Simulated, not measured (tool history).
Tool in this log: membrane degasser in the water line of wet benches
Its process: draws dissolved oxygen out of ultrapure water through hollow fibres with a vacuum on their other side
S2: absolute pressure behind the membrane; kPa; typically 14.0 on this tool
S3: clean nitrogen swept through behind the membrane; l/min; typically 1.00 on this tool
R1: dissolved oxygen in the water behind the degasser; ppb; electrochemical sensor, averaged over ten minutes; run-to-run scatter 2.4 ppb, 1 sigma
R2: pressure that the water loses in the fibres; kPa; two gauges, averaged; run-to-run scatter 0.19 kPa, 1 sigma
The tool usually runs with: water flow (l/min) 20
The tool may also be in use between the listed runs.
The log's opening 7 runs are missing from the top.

Run 8, hour 226.8: usual settings but S3 0.94 l/min. Result: R1 497.4 ppb, R2 37.70 kPa.
Run 9, hour 262.5: usual settings but S3 0.94 l/min. Result: R1 490.3 ppb, R2 37.39 kPa.
Run 10, hour 309.4: usual settings but water flow (l/min) 30. Result: R1 706.2 ppb, R2 55.99 kPa.
Run 11, hour 357.3: usual settings but water flow (l/min) 30. Result: R1 702.4 ppb, R2 56.24 kPa.
Run 12, hour 399.7: usual settings but water flow (l/min) 30, S2 33.8 kPa. Result: R1 1651.6 ppb, R2 56.09 kPa.
Run 13, hour 438.8: usual settings but water flow (l/min) 30, S2 28.2 kPa. Result: R1 1402.3 ppb, R2 55.79 kPa.
Run 14, hour 461.0: usual settings but water flow (l/min) 30, S2 28.2 kPa. Result: R1 1403.8 ppb, R2 55.78 kPa.
Run 15, hour 484.3: usual settings but S2 19.5 kPa. Result: R1 685.6 ppb, R2 37.42 kPa.
Run 16, hour 524.4: usual settings but S2 19.5 kPa. Result: R1 695.0 ppb, R2 37.47 kPa.
Run 17, hour 558.1: usual settings but S2 19.5 kPa. Result: R1 691.7 ppb, R2 37.58 kPa.
Run 18, hour 604.0: usual settings but water flow (l/min) 18, S3 0.54 l/min. Result: R1 699.7 ppb, R2 33.80 kPa.
Run 19, hour 632.6: usual settings but water flow (l/min) 18, S3 0.54 l/min. Result: R1 705.2 ppb, R2 33.66 kPa.
Run 20, hour 664.1: usual settings but water flow (l/min) 15, S2 9.0 kPa, S3 2.61 l/min. Result: R1 85.2 ppb, R2 28.02 kPa.
Run 21, hour 701.6: usual settings but water flow (l/min) 15, S2 9.0 kPa, S3 2.61 l/min. Result: R1 85.0 ppb, R2 27.98 kPa.
Run 22, hour 738.9: usual settings but water flow (l/min) 15, S2 29.8 kPa, S3 1.52 l/min. Result: R1 586.6 ppb, R2 28.39 kPa.

Run 23 has not been measured yet. What should we expect?
Run 23, hour 761.6: usual settings but water flow (l/min) 15, S2 29.8 kPa, S3 1.52 l/min. Result: R1 ?, R2 ?.

{"run 23": {"R1": 585.4, "R2": 28.23}}
With no hidden state in the tool, this same run would have given R1 578.4 ppb, R2 28.00 kPa.
